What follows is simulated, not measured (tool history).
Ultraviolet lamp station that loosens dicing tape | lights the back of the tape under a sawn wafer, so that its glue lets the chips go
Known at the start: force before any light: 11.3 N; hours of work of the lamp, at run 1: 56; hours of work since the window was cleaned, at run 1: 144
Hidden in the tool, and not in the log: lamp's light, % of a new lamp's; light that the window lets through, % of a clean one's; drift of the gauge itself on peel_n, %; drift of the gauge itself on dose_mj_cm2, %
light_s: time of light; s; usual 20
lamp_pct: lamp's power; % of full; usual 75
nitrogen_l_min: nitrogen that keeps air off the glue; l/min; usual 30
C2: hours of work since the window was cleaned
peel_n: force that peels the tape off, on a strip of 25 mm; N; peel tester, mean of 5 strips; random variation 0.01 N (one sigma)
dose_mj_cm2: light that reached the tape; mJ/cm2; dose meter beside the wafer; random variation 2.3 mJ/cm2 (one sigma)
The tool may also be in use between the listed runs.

Run 1, day 0.000: usual settings; hours of work of the lamp 56; C2 144. Result: peel_n 0.533 N, dose_mj_cm2 206 mJ/cm2.
Run 2, day 1.817: usual settings; hours of work of the lamp 80; C2 167. Result: peel_n 0.553 N, dose_mj_cm2 205 mJ/cm2.
Run 3, day 4.117: usual settings but nitrogen_l_min 21 l/min; hours of work of the lamp 110; C2 198. Result: peel_n 0.689 N, dose_mj_cm2 201 mJ/cm2.
Run 4, day 6.500: usual settings but lamp_pct 99 % of full; hours of work of the lamp 141; C2 229. Result: peel_n 0.339 N, dose_mj_cm2 260 mJ/cm2.
Run 5, day 9.812: usual settings but nitrogen_l_min 34 l/min; hours of work of the lamp 185; C2 273. Result: peel_n 0.626 N, dose_mj_cm2 190 mJ/cm2.
Run 6, day 13.812: usual settings; hours of work of the lamp 237; C2 325. Result: peel_n 0.679 N, dose_mj_cm2 177 mJ/cm2.
Run 7, day 15.767: usual settings; hours of work of the lamp 263; C2 351. Result: peel_n 0.750 N, dose_mj_cm2 176 mJ/cm2.
Run 8, day 18.471: usual settings; hours of work of the lamp 299; C2 386. Result: peel_n 0.789 N, dose_mj_cm2 176 mJ/cm2.
At day 19.612: window cleaned of glue's vapour.
Run 9, day 22.442: usual settings; hours of work of the lamp 351; C2 37. Result: peel_n 0.739 N, dose_mj_cm2 178 mJ/cm2.
Run 10, day 24.796: usual settings but lamp_pct 89 % of full; hours of work of the lamp 382; C2 68. Result: peel_n 0.526 N, dose_mj_cm2 207 mJ/cm2.
Run 11, day 27.325: usual settings but lamp_pct 89 % of full; hours of work of the lamp 415; C2 101. Result: peel_n 0.541 N, dose_mj_cm2 200 mJ/cm2.
Run 12, day 31.508: usual settings but lamp_pct 89 % of full; hours of work of the lamp 470; C2 156. Result: peel_n 0.631 N, dose_mj_cm2 192 mJ/cm2.
Run 13, day 33.933: usual settings but light_s 39 s; hours of work of the lamp 502; C2 188. Result: peel_n 0.267 N, dose_mj_cm2 307 mJ/cm2.
Run 14, day 35.783: usual settings; hours of work of the lamp 526; C2 213. Result: peel_n 0.994 N, dose_mj_cm2 154 mJ/cm2.
Run 15, day 38.812: usual settings; hours of work of the lamp 566; C2 252. Result: peel_n 1.036 N, dose_mj_cm2 149 mJ/cm2.
Run 16, day 42.725: usual settings; hours of work of the lamp 617; C2 304. Result: peel_n 1.164 N, dose_mj_cm2 144 mJ/cm2.
Run 17, day 45.225: usual settings but light_s 30 s, lamp_pct 94 % of full, nitrogen_l_min 14 l/min; hours of work of the lamp 650; C2 337. Result: peel_n 0.496 N, dose_mj_cm2 263 mJ/cm2.
At day 48.862: lamp changed.
Run 18, day 48.862: usual settings but light_s 30 s, lamp_pct 94 % of full, nitrogen_l_min 14 l/min; hours of work of the lamp 0; C2 384. Result: peel_n 0.251 N, dose_mj_cm2 386 mJ/cm2.
At day 50.054: window cleaned of glue's vapour.
Run 19, day 52.000: usual settings but light_s 30 s, lamp_pct 94 % of full, nitrogen_l_min 14 l/min; hours of work of the lamp 41; C2 26. Result: peel_n 0.229 N, dose_mj_cm2 407 mJ/cm2.
Run 20, day 56.092: usual settings but light_s 17 s, lamp_pct 65 % of full; hours of work of the lamp 95; C2 79. Result: peel_n 1.036 N, dose_mj_cm2 153 mJ/cm2.
Run 21, day 57.808: usual settings but light_s 17 s, lamp_pct 65 % of full; hours of work of the lamp 117; C2 102. Result: peel_n 1.040 N, dose_mj_cm2 152 mJ/cm2.
Run 22, day 59.575: usual settings but light_s 17 s, lamp_pct 65 % of full; hours of work of the lamp 141; C2 125. Result: peel_n 1.098 N, dose_mj_cm2 152 mJ/cm2.
Run 23, day 63.542: usual settings but light_s 17 s, lamp_pct 65 % of full; hours of work of the lamp 193; C2 177. Result: peel_n 1.135 N, dose_mj_cm2 144 mJ/cm2.
Run 24, day 65.692: usual settings but light_s 11 s, nitrogen_l_min 55 l/min; hours of work of the lamp 221; C2 206. Result: peel_n 1.769 N, dose_mj_cm2 103 mJ/cm2.
Run 25, day 69.462: usual settings but light_s 12 s, nitrogen_l_min 27 l/min; hours of work of the lamp 271; C2 255. Result: peel_n 2.066 N, dose_mj_cm2 114 mJ/cm2.
Run 26, day 71.679: usual settings but light_s 16 s, lamp_pct 98 % of full, nitrogen_l_min 14 l/min; hours of work of the lamp 300; C2 284. Result: peel_n 1.014 N, dose_mj_cm2 190 mJ/cm2.
Run 27, day 74.683: usual settings but light_s 16 s, lamp_pct 98 % of full, nitrogen_l_min 14 l/min; hours of work of the lamp 339; C2 324. Result: peel_n 1.038 N, dose_mj_cm2 184 mJ/cm2.

Measured less the same run without the tool's hidden state. The same run-to-run variation is in both; the gauge's scatter may not be:
run  peel_n  dose_mj_cm2
  1  +0.081          -16
  2  +0.103          -20
  3  +0.157          -24
  4  +0.070          -39
  5  +0.196          -35
  6  +0.260          -43
  7  +0.303          -46
  8  +0.348          -52
  9  +0.278          -43
 10  +0.202          -57
 11  +0.231          -62
 12  +0.298          -71
 13  +0.055         -125
 14  +0.546          -69
 15  +0.604          -73
 16  +0.718          -81
 17  +0.266         -160
 18  +0.019          -36
 19  +0.005          -12
 20  +0.138          -10
 21  +0.170          -14
 22  +0.206          -16
 23  +0.285          -21
 24  +0.451          -18
 25  +0.606          -24
 26  +0.389          -46
 27  +0.439          -52
